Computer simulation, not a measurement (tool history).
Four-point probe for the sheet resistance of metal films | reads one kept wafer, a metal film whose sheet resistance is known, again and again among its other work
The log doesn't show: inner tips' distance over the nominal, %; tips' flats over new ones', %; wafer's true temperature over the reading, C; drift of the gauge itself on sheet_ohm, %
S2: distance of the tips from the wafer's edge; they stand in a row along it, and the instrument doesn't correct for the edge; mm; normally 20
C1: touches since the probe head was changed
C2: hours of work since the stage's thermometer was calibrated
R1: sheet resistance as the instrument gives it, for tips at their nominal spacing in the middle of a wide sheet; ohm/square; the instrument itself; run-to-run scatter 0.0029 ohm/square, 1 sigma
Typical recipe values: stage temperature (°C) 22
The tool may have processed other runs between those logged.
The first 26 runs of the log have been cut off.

run 27 day=11.900 | stage_temperature_(°C)=23 S2=20 | C1=4932 C2=1910 | R1=14.555722
run 28 day=12.212 | stage_temperature_(°C)=23 S2=20 | C1=5025 C2=1914 | R1=14.557606
run 29 day=12.758 | stage_temperature_(°C)=29 S2=46 | C1=5187 C2=1921 | R1=14.527397
run 30 day=13.321 | stage_temperature_(°C)=29 S2=46 | C1=5354 C2=1928 | R1=14.526006
run 31 day=13.821 | stage_temperature_(°C)=29 S2=46 | C1=5503 C2=1935 | R1=14.530858
run 32 day=14.504 | stage_temperature_(°C)=23 S2=6 | C1=5706 C2=1944 | R1=14.604763
run 33 day=14.917 | stage_temperature_(°C)=19 S2=20 | C1=5829 C2=1949 | R1=14.573147
run 34 day=15.367 | stage_temperature_(°C)=31 S2=16 | C1=5961 C2=1955 | R1=14.534597
run 35 day=15.829 | stage_temperature_(°C)=21 S2=22 | C1=6099 C2=1961 | R1=14.568824
run 36 day=16.500 | stage_temperature_(°C)=21 S2=65 | C1=6298 C2=1970 | R1=14.563886
run 37 day=16.967 | stage_temperature_(°C)=22 S2=16 | C1=6438 C2=1976 | R1=14.561516
run 38 day=17.496 | stage_temperature_(°C)=22 S2=16 | C1=6594 C2=1983 | R1=14.564565
run 39 day=17.988 | stage_temperature_(°C)=20 S2=48 | C1=6740 C2=1989 | R1=14.569026
run 40 day=18.600 | stage_temperature_(°C)=20 S2=48 | C1=6922 C2=1997 | R1=14.564972
run 41 day=19.012 | stage_temperature_(°C)=20 S2=48 | C1=7045 C2=2003 | R1=14.565239
run 42 day=19.538 | stage_temperature_(°C)=25 S2=16 | C1=7200 C2=2009 | R1=14.556130
run 43 day=19.925 | stage_temperature_(°C)=33 S2=13 | C1=7316 C2=2014 | R1=14.525468
run 44 day=20.342 | stage_temperature_(°C)=28 S2=3 | C1=7440 C2=2020 | R1=14.751530

Each row is a separate what-if for the run after 44, all from the same tool condition, not one after another. Results?
run A day=20.992 | stage_temperature_(°C)=21 S2=11 | C1=7633 C2=2028 | R1=?
run B day=20.992 | stage_temperature_(°C)=20 S2=6 | C1=7633 C2=2028 | R1=?
run C day=20.992 | stage_temperature_(°C)=33 S2=15 | C1=7633 C2=2028 | R1=?
run D day=20.992 | stage_temperature_(°C)=31 S2=69 | C1=7633 C2=2028 | R1=?

run=A R1=14.577792
run=B R1=14.626554
run=C R1=14.530485
run=D R1=14.529173
Take away the tool's hidden state, keep each run's random variation, and the runs would have read:
run=A R1=14.544502
run=B R1=14.592976
run=C R1=14.499288
run=D R1=14.497661
